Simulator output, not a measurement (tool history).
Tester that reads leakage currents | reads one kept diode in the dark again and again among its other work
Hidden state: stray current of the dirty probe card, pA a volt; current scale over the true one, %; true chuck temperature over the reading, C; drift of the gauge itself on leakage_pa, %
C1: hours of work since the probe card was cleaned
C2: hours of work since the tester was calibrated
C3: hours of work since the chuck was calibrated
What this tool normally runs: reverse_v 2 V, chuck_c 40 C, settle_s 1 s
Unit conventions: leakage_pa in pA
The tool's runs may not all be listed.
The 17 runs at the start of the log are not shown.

At hour 352.8: chuck's temperature calibrated, once more.
Run 18, hour 355.8: usual settings but reverse_v 15.62 V, chuck_c 28 C, settle_s 0.32 s; C1 194; C2 1285; C3 1. Result: leakage_pa 287.56 pA.
Run 19, hour 374.8: usual settings but chuck_c 29 C, settle_s 0.58 s; C1 202; C2 1294; C3 10. Result: leakage_pa 148.19 pA.
Run 20, hour 395.5: usual settings but chuck_c 29 C, settle_s 0.56 s; C1 212; C2 1304; C3 20. Result: leakage_pa 147.59 pA.
Run 21, hour 416: usual settings but chuck_c 34 C, settle_s 1.93 s; C1 222; C2 1314; C3 29. Result: leakage_pa 211.55 pA.
Run 22, hour 430: usual settings but reverse_v 7.05 V, chuck_c 47 C, settle_s 5.08 s; C1 228; C2 1320; C3 36. Result: leakage_pa 808.17 pA.
Run 23, hour 449.9: usual settings but reverse_v 1.56 V, chuck_c 41 C, settle_s 1.92 s; C1 237; C2 1329; C3 45. Result: leakage_pa 318.6 pA.
Run 24, hour 462.1: usual settings but reverse_v 13.67 V, chuck_c 21 C, settle_s 0.5 s; C1 243; C2 1335; C3 51. Result: leakage_pa 162.03 pA.
Run 25, hour 479.2: usual settings but reverse_v 5.44 V, settle_s 2.69 s; C1 251; C2 1343; C3 59. Result: leakage_pa 462.22 pA.
Run 26, hour 498.5: usual settings but reverse_v 5.44 V, settle_s 2.69 s; C1 260; C2 1352; C3 68. Result: leakage_pa 462.07 pA.
Run 27, hour 513.8: usual settings but reverse_v 3.42 V, settle_s 5.06 s; C1 267; C2 1359; C3 75. Result: leakage_pa 393.69 pA.
Run 28, hour 543.9: usual settings but reverse_v 3.42 V, settle_s 5.06 s; C1 281; C2 1373; C3 89. Result: leakage_pa 395.45 pA.
Run 29, hour 564.9: usual settings but reverse_v 3.42 V, settle_s 5.06 s; C1 291; C2 1383; C3 99. Result: leakage_pa 392.93 pA.
Run 30, hour 579.2: usual settings but reverse_v 13.82 V, settle_s 1.42 s; C1 298; C2 1390; C3 106. Result: leakage_pa 644.51 pA.
Run 31, hour 594.6: usual settings but reverse_v 3.24 V, settle_s 2.9 s; C1 305; C2 1397; C3 113. Result: leakage_pa 385.46 pA.
Run 32, hour 618.3: usual settings but reverse_v 3.24 V, settle_s 2.9 s; C1 316; C2 1408; C3 124. Result: leakage_pa 388.61 pA.

3 ways to go on from here, each from the tool as it stands after run 32. What would each give?
Run A, hour 638.4: usual settings but reverse_v 16.66 V, chuck_c 28 C, settle_s 8.33 s; C1 325; C2 1417; C3 133. Result: leakage_pa ?.
Run B, hour 638.4: usual settings but reverse_v 2.75 V, chuck_c 48 C, settle_s 6.94 s; C1 325; C2 1417; C3 133. Result: leakage_pa ?.
Run C, hour 638.4: usual settings but reverse_v 2.36 V, chuck_c 27 C, settle_s 6.91 s; C1 325; C2 1417; C3 133. Result: leakage_pa ?.

run  leakage_pa
  A      292.43
  B      630.37
  C       136.7
The same runs, with their run-to-run variation unchanged, on a tool lacking any hidden condition would have given:
run  leakage_pa
  A      285.25
  B      621.49
  C      133.91
